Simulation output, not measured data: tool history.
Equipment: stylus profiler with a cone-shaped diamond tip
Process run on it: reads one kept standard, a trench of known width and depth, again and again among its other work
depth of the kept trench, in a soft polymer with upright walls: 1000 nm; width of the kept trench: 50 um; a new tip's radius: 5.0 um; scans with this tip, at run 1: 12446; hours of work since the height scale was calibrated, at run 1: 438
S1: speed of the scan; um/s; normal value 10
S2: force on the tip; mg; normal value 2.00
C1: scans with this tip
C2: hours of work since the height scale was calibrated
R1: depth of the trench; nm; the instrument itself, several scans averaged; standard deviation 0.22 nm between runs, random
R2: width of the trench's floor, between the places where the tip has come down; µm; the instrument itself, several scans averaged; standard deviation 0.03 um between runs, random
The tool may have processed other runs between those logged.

{"run": 1, "hour": 0.0, "S1": 10, "S2": 2.0, "C1": 12446, "C2": 438, "R1": 1006.27, "R2": 42.89}
{"run": 2, "hour": 47.7, "S1": 5, "S2": 2.0, "C1": 12745, "C2": 471, "R1": 1006.39, "R2": 42.91}
{"run": 3, "hour": 95.6, "S1": 5, "S2": 2.0, "C1": 13046, "C2": 505, "R1": 1005.82, "R2": 42.86}
{"run": 4, "hour": 117.1, "S1": 5, "S2": 2.0, "C1": 13181, "C2": 520, "R1": 1005.74, "R2": 42.87}
{"run": 5, "hour": 159.7, "S1": 5, "S2": 2.0, "C1": 13448, "C2": 550, "R1": 1005.95, "R2": 42.8}
{"run": 6, "hour": 208.1, "S1": 10, "S2": 1.93, "C1": 13752, "C2": 584, "R1": 1005.49, "R2": 42.76}
{"run": 7, "hour": 256.8, "S1": 10, "S2": 3.67, "C1": 14057, "C2": 618, "R1": 1009.67, "R2": 42.76}
{"run": 8, "hour": 296.0, "S1": 10, "S2": 3.67, "C1": 14303, "C2": 645, "R1": 1009.33, "R2": 42.65}
{"run": 9, "hour": 331.5, "S1": 10, "S2": 3.67, "C1": 14526, "C2": 670, "R1": 1009.22, "R2": 42.78}
{"run": 10, "hour": 381.4, "S1": 10, "S2": 3.67, "C1": 14839, "C2": 705, "R1": 1008.48, "R2": 42.73}
{"run": 11, "hour": 430.9, "S1": 10, "S2": 3.67, "C1": 15150, "C2": 740, "R1": 1007.96, "R2": 42.69}
{"run": 12, "hour": 468.6, "S1": 10, "S2": 1.49, "C1": 15387, "C2": 767, "R1": 1003.74, "R2": 42.64}
{"run": 13, "hour": 505.6, "S1": 10, "S2": 1.49, "C1": 15619, "C2": 793, "R1": 1003.75, "R2": 42.62}
{"run": 14, "hour": 538.3, "S1": 6, "S2": 2.03, "C1": 15824, "C2": 816, "R1": 1005.34, "R2": 42.64}
{"run": 15, "hour": 559.4, "S1": 3, "S2": 1.69, "C1": 15957, "C2": 831, "R1": 1004.3, "R2": 42.66}
{"run": 16, "hour": 581.3, "S1": 3, "S2": 1.69, "C1": 16094, "C2": 846, "R1": 1004.0, "R2": 42.68}
{"run": 17, "hour": 620.8, "S1": 2, "S2": 2.58, "C1": 16342, "C2": 874, "R1": 1005.85, "R2": 42.62}
{"run": 18, "hour": 669.6, "S1": 24, "S2": 4.15, "C1": 16648, "C2": 908, "R1": 1009.35, "R2": 42.48}

What will run 19 give?
{"run": 19, "hour": 704.2, "S1": 2, "S2": 2.04, "C1": 16866, "C2": 932, "R1": "?", "R2": "?"}

Run 19 yielded R1 1004.62 nm, R2 42.57 µm.
With no hidden state in the tool, this same run would have given R1 1007.79 nm, R2 43.98 µm.
